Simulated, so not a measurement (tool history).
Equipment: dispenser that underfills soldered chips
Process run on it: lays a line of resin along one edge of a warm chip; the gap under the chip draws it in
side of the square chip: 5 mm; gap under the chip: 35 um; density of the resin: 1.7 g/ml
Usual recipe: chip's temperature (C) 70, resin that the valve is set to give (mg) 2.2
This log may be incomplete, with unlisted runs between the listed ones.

run	hour	chip's temperature (C)	resin that the valve is set to give (mg)	time until the resin shows at the far edge (s)	resin that the valve gave (mg)
1	0	70	2.2	19.1	2.178
2	5.8	70	2.2	22.5	2.183
# hour 12.8: new syringe of resin
3	16	70	2.2	19.5	2.166
4	26.4	70	2.2	27	2.141
# hour 27.6: new syringe of resin
5	33.4	70	2.2	21.2	2.129
6	41	70	2.2	27.7	2.128
# hour 42.2: new syringe of resin
7	45.9	70	2.2	20.7	2.131
8	55	70	2.26	26.4	2.192
# hour 57.2: new syringe of resin
9	64.5	70	2.26	22.3	2.179
# hour 72.3: new syringe of resin
10	73.2	70	2.26	18.6	2.164
11	83.7	70	2.26	25.6	2.149
# hour 87.3: new syringe of resin
12	90	70	2.26	18.5	2.152
13	98.3	70	2.2	25.4	2.072
# hour 102.1: new syringe of resin
14	109.5	70	2.2	23	2.062
# hour 116.8: new syringe of resin
15	116.8	70	2.2	18	2.073
16	125.7	70	2.2	23.6	2.041
# hour 131.8: new syringe of resin
17	133.2	70	2.85	17.5	2.659
18	139.1	70	2.85	21.4	2.649
# hour 145.9: dispensing valve cleaned and set on the balance
# hour 147.6: new syringe of resin
19	150	70	2.37	19.2	2.372
20	161.1	56	2.37	53.5	2.351
# hour 162.3: new syringe of resin
21	170.6	79	2.55	16.1	2.513
22	176.3	75	2.18	23.3	2.136
# hour 177.3: new syringe of resin
23	187.3	75	2.18	20.3	2.132
# hour 191.8: new syringe of resin
24	196.3	75	2.18	16.7	2.119
25	204.8	67	2.31	30.6	2.263
# hour 206.4: new syringe of resin
26	214.5	77	2.31	17.4	2.239
# hour 221.6: new syringe of resin
27	223	77	2.31	13.6	2.221
28	232.5	77	2.31	19.1	2.211
# hour 236.3: new syringe of resin
29	240.1	77	2.31	15.1	2.209
30	244.8	84	2.23	13.7	2.125
# hour 251.1: new syringe of resin
31	253.4	84	2.23	11.1	2.133
32	262	84	2.02	15	1.906
# hour 265.8: new syringe of resin
33	267.7	65	2.49	23.5	2.374
34	273.9	64	2.74	29.8	2.593
# hour 280.7: new syringe of resin
35	284.5	82	2.51	12.4	2.36

Alternative continuations, all from the tool just after run 35; predict every row:
A	293	84	2.13	?	?
B	293	58	2.78	?	?
C	293	67	2.28	?	?
D	293	78	2.27	?	?
E	293	58	2.31	?	?

run	time until the resin shows at the far edge (s)	resin that the valve gave (mg)
A	16	2.002
B	45.4	2.599
C	32.1	2.127
D	19.5	2.122
E	46.6	2.158
Without the tool's hidden state the same runs would have given:
run	time until the resin shows at the far edge (s)	resin that the valve gave (mg)
A	10.1	2.138
B	28	2.776
C	19.9	2.272
D	12	2.267
E	28.6	2.305
